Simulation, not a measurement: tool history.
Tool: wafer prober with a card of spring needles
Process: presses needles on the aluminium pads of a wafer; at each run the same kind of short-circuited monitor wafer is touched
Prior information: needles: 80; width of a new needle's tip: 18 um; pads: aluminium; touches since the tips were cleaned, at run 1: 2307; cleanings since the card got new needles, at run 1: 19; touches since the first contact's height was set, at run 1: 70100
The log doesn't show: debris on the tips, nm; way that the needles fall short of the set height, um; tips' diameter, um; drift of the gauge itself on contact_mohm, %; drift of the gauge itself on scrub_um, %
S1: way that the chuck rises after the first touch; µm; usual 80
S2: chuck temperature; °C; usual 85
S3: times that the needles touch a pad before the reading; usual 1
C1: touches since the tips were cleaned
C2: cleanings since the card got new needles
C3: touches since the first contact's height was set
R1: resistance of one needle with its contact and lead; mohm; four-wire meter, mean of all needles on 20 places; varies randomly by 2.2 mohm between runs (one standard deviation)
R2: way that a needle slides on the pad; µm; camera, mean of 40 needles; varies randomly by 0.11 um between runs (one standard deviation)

run	hour	S1	S2	S3	C1	C2	C3	R1	R2
1	0	80	85	1	2307	19	70100	287	14.38
# hour 1.5: tips cleaned on abrasive film
# hour 8.6: tips cleaned on abrasive film
# hour 15.6: tips cleaned on abrasive film
2	18.9	80	101	1	1758	22	80085	289	14.26
# hour 21.8: tips cleaned on abrasive film
# hour 29: tips cleaned on abrasive film
# hour 36.2: tips cleaned on abrasive film
# hour 43.4: tips cleaned on abrasive film
3	47.8	80	101	1	2361	26	95397	301	14.12
# hour 49.3: tips cleaned on abrasive film
# hour 56.3: tips cleaned on abrasive film
# hour 63.2: tips cleaned on abrasive film
# hour 68.9: tips cleaned on abrasive film
# hour 76.2: tips cleaned on abrasive film
4	76.4	80	101	1	156	31	110523	263	14.16
# hour 82.2: tips cleaned on abrasive film
# hour 89.2: tips cleaned on abrasive film
5	92.8	80	101	1	1933	33	119215	292	13.94
# hour 95.7: tips cleaned on abrasive film
# hour 102.9: tips cleaned on abrasive film
# hour 109.9: tips cleaned on abrasive film
# hour 117.1: tips cleaned on abrasive film
6	117.3	80	101	1	128	37	132169	259	14.04
# hour 123.1: tips cleaned on abrasive film
# hour 130: tips cleaned on abrasive film
# hour 137.2: tips cleaned on abrasive film
7	141.4	80	101	1	2241	40	144906	299	13.9
# hour 144.1: tips cleaned on abrasive film
# hour 151.2: tips cleaned on abrasive film
# hour 158.2: tips cleaned on abrasive film
# hour 165.3: tips cleaned on abrasive film
8	166	80	52	1	338	44	157919	253	13.93
# hour 171.8: tips cleaned on abrasive film
# hour 177.6: tips cleaned on abrasive film
# hour 184.8: tips cleaned on abrasive film
# hour 191.8: tips cleaned on abrasive film
9	195.5	80	52	1	1969	48	173573	291	13.7
# hour 198.3: tips cleaned on abrasive film
# hour 205.6: tips cleaned on abrasive film
10	209.1	80	52	1	1927	50	180790	298	13.66
# hour 212.1: tips cleaned on abrasive film
# hour 217.9: tips cleaned on abrasive film
11	222.6	80	52	1	2524	52	187898	296	13.63
# hour 224.1: tips cleaned on abrasive film
# hour 231.3: tips cleaned on abrasive film
12	235.1	80	85	1	2035	54	194519	303	13.66
# hour 238: tips cleaned on abrasive film
# hour 245.1: tips cleaned on abrasive film
# hour 250.9: tips cleaned on abrasive film
13	252.8	80	85	1	1026	57	203855	278	13.5
# hour 256.9: tips cleaned on abrasive film
# hour 262.7: tips cleaned on abrasive film
# hour 269.9: tips cleaned on abrasive film
14	273.3	80	85	1	1802	60	214708	297	13.81
# hour 276.2: tips cleaned on abrasive film
# hour 283.4: tips cleaned on abrasive film
15	288.8	80	85	1	2854	62	222912	311	13.55
# hour 290.3: tips cleaned on abrasive film
# hour 297.4: tips cleaned on abrasive film
# hour 304.4: tips cleaned on abrasive film
# hour 304.7: height of the first contact set anew
16	309.1	80	85	1	2374	65	2374	294	14.57
# hour 310.6: tips cleaned on abrasive film
# hour 317.8: tips cleaned on abrasive film
# hour 324.9: tips cleaned on abrasive film
17	330.5	92	114	2	2999	68	13697	281	16.89
# hour 332: tips cleaned on abrasive film
# hour 339: tips cleaned on abrasive film
# hour 346.2: tips cleaned on abrasive film
18	346.3	92	114	2	77	71	22046	255	16.57
# hour 352.1: tips cleaned on abrasive film
# hour 359.2: tips cleaned on abrasive film
# hour 366.4: tips cleaned on abrasive film
19	369.2	66	108	2	1510	74	34193	292	11.81
# hour 373.6: tips cleaned on abrasive film
# hour 380.7: tips cleaned on abrasive film
# hour 387.8: tips cleaned on abrasive film
# hour 393.7: tips cleaned on abrasive film
20	393.7	82	85	1	0	78	47147	253	14.65
# hour 399.5: tips cleaned on abrasive film
# hour 406.5: tips cleaned on abrasive film
21	411.6	72	82	2	2723	80	56615	293	12.93
# hour 413.1: tips cleaned on abrasive film
# hour 420.3: tips cleaned on abrasive film
# hour 427.1: tips cleaned on abrasive film
# hour 434.3: tips cleaned on abrasive film
22	439.7	72	82	2	2920	84	71535	293	12.85
# hour 441.3: tips cleaned on abrasive film
# hour 448.5: tips cleaned on abrasive film
23	452.5	87	89	1	2184	86	78303	290	15.5
# hour 455.2: tips cleaned on abrasive film
# hour 462.4: tips cleaned on abrasive film
# hour 469.5: tips cleaned on abrasive film
24	474.2	77	87	2	2541	89	89770	291	13.67
# hour 475.7: tips cleaned on abrasive film
# hour 482.9: tips cleaned on abrasive film
# hour 490.1: tips cleaned on abrasive film
# hour 497.2: tips cleaned on abrasive film
25	499.7	77	87	2	1355	93	103261	274	13.6
# hour 504.1: tips cleaned on abrasive film
# hour 511.1: tips cleaned on abrasive film
# hour 516.9: tips cleaned on abrasive film
26	522.1	77	87	2	2802	96	115118	294	13.69
# hour 523.6: tips cleaned on abrasive film
# hour 530.6: tips cleaned on abrasive film
# hour 537.5: tips cleaned on abrasive film
27	540.3	62	87	2	1506	99	124776	294	10.78

3 options for the next run, each taken on its own from the tool as it stands now. Forecast them:
# hour 544.7: tips cleaned on abrasive film
# hour 551.9: tips cleaned on abrasive film
# hour 558.9: tips cleaned on abrasive film
# hour 564.7: tips cleaned on abrasive film
A	564.7	74	26	2	0	103	137632	?	?
# hour 544.7: tips cleaned on abrasive film
# hour 551.9: tips cleaned on abrasive film
# hour 558.9: tips cleaned on abrasive film
# hour 564.7: tips cleaned on abrasive film
B	564.7	81	67	1	0	103	137632	?	?
# hour 544.7: tips cleaned on abrasive film
# hour 551.9: tips cleaned on abrasive film
# hour 558.9: tips cleaned on abrasive film
# hour 564.7: tips cleaned on abrasive film
C	564.7	92	87	2	0	103	137632	?	?

run	R1	R2
A	242	13.05
B	253	14.1
C	249	16.19
Stripped of hidden state, with their random variation kept, the same runs would have yielded:
run	R1	R2
A	233	13.81
B	244	14.86
C	244	16.95
